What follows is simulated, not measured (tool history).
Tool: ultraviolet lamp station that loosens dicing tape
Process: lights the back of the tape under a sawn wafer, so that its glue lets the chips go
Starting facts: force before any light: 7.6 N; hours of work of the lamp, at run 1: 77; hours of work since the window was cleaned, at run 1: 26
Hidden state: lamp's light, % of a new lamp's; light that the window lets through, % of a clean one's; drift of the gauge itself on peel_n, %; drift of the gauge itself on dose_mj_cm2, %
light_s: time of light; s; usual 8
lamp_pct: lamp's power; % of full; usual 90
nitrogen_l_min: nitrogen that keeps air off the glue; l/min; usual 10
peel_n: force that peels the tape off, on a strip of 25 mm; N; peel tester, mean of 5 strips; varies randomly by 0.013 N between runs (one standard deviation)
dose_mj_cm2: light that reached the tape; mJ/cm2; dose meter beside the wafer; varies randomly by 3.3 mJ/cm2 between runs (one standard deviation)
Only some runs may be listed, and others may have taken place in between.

run   hour  light_s  lamp_pct  nitrogen_l_min  hours of work of the lamp  hours of work since the window was cleaned  peel_n  dose_mj_cm2
  1    0.0        8        90              10                         77                                          26   0.633          509
  2   18.3        8        90               5                         91                                          40   1.059          509
  3   34.6        8        90               5                        104                                          52   1.078          502
  4   53.4        8        90               5                        118                                          67   1.100          491
  5   77.0        8        90               5                        136                                          84   1.097          494
  6   99.7        8        90              10                        153                                         102   0.694          489
  7  118.3        8        90              10                        167                                         116   0.678          487
  8  129.1        8        90               5                        175                                         124   1.172          481
  9  148.4        8        90               5                        190                                         138   1.168          476
 10  159.0        8        90               5                        198                                         146   1.151          484
 11  169.8        8        90               6                        206                                         155   1.022          476
 12  192.5        8        90               6                        223                                         172   1.056          472
 13  212.0        8        90              16                        238                                         187   0.536          466
 14  221.9        8        90              16                        245                                         194   0.521          469
 15  241.7        7        90              10                        260                                         209   0.952          410
     243.7  -- window cleaned of glue's vapour
 16  253.3        7        76              10                        268                                           7   1.293          337
 17  270.2        8        80               3                        281                                          20   2.006          402
 18  285.4        8        74               5                        293                                          31   1.769          375
 19  295.5        8        74               5                        300                                          39   1.760          368
 20  312.3        8        91              12                        313                                          52   0.711          452
 21  331.6        5        86               7                        328                                          66   2.250          266
     341.0  -- window cleaned of glue's vapour, once more
 22  356.0        4        79              10                        346                                          11   2.487          213
 23  379.2        5        68               8                        363                                          29   2.586          227
 24  401.4        5        68               8                        380                                          46   2.633          222
 25  413.8        4        75               8                        389                                          55   2.845          191
 26  425.0       10        60              10                        398                                          63   1.005          391
 27  445.8        6        99               3                        413                                          79   2.125          386
 28  458.9        8        90               6                        423                                          89   1.075          461
 29  478.8        8        63               7                        438                                         104   1.722          328

Below, some changes in peel_n between adjacent runs. For each, the amount present without the hidden state too (settings, incoming material, random variation) and the amount remaining for the hidden state with gauge scatter not shared by both compared results:
Run 20 -> 21: light_s 8 -> 5, lamp_pct 91 -> 86, nitrogen_l_min 12 -> 7. peel_n +1.539 N: hidden state +0.227, all else +1.312.
Run 21 -> 22: light_s 5 -> 4, lamp_pct 86 -> 79, nitrogen_l_min 7 -> 10, window cleaned of glue's vapour, once more. peel_n +0.237 N: hidden state -0.219, all else +0.456.
Run 25 -> 26: light_s 4 -> 10, lamp_pct 75 -> 60, nitrogen_l_min 8 -> 10. peel_n -1.840 N: hidden state -0.087, all else -1.753.

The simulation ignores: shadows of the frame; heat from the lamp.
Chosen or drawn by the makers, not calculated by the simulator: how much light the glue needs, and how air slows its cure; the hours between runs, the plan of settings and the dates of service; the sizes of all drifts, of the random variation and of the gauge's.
